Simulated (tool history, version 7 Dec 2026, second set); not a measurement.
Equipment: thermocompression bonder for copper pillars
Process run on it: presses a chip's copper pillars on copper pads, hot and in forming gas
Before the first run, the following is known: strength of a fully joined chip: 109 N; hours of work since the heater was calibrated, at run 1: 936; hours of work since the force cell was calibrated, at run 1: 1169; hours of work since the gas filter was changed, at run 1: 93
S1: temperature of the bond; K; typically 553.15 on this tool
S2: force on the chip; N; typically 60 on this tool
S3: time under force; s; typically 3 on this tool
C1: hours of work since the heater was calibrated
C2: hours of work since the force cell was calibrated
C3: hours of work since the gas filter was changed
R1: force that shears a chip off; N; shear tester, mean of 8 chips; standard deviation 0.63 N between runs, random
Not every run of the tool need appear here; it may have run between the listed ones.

Run 1, hour 0.0: usual settings; C1 936; C2 1169; C3 93. Result: R1 33.3 N.
Run 2, hour 52.4: usual settings; C1 973; C2 1206; C3 130. Result: R1 35.3 N.
Run 3, hour 117.6: usual settings; C1 1019; C2 1252; C3 175. Result: R1 33.6 N.
Run 4, hour 149.1: usual settings but S2 54 N; C1 1041; C2 1274; C3 197. Result: R1 31.2 N.
Run 5, hour 185.3: usual settings but S1 540.15 K; C1 1066; C2 1299; C3 223. Result: R1 27.6 N.
Run 6, hour 243.1: usual settings but S1 540.15 K; C1 1107; C2 1340; C3 263. Result: R1 29.2 N.
Run 7, hour 269.8: usual settings but S1 531.15 K; C1 1126; C2 1358; C3 282. Result: R1 24.9 N.
At hour 282.0: force cell calibrated.
Run 8, hour 315.6: usual settings but S1 531.15 K; C1 1157; C2 24; C3 313. Result: R1 26.1 N.
Run 9, hour 347.0: usual settings but S1 531.15 K; C1 1179; C2 46; C3 335. Result: R1 26.1 N.
Run 10, hour 380.8: usual settings but S1 563.15 K, S2 75 N, S3 6 s; C1 1202; C2 69; C3 359. Result: R1 54.9 N.
At hour 410.6: forming gas filter changed.
Run 11, hour 425.1: usual settings but S1 568.15 K, S2 40 N; C1 1233; C2 100; C3 10. Result: R1 32.0 N.
Run 12, hour 482.1: usual settings but S1 568.15 K, S2 40 N; C1 1273; C2 140; C3 50. Result: R1 32.5 N.
Run 13, hour 515.8: usual settings but S1 567.15 K, S2 85 N, S3 7 s; C1 1297; C2 164; C3 74. Result: R1 63.0 N.

Branching from run 13: 5 alternative next runs. What would each branch give?
Run A, hour 573.6: usual settings but S1 555.15 K, S2 85 N, S3 2 s; C1 1337; C2 204; C3 114. Result: R1 ?.
Run B, hour 573.6: usual settings but S2 51 N, S3 2 s; C1 1337; C2 204; C3 114. Result: R1 ?.
Run C, hour 573.6: usual settings but S1 566.15 K, S3 2 s; C1 1337; C2 204; C3 114. Result: R1 ?.
Run D, hour 573.6: usual settings but S1 532.15 K, S2 85 N, S3 7 s; C1 1337; C2 204; C3 114. Result: R1 ?.
Run E, hour 573.6: usual settings but S1 567.15 K, S2 64 N, S3 2 s; C1 1337; C2 204; C3 114. Result: R1 ?.

run    R1
  A  36.7
  B  26.1
  C  32.2
  D  44.5
  E  34.0
Without the tool's hidden state the same runs would have given:
run    R1
  A  41.5
  B  29.8
  C  36.5
  D  50.5
  E  38.5
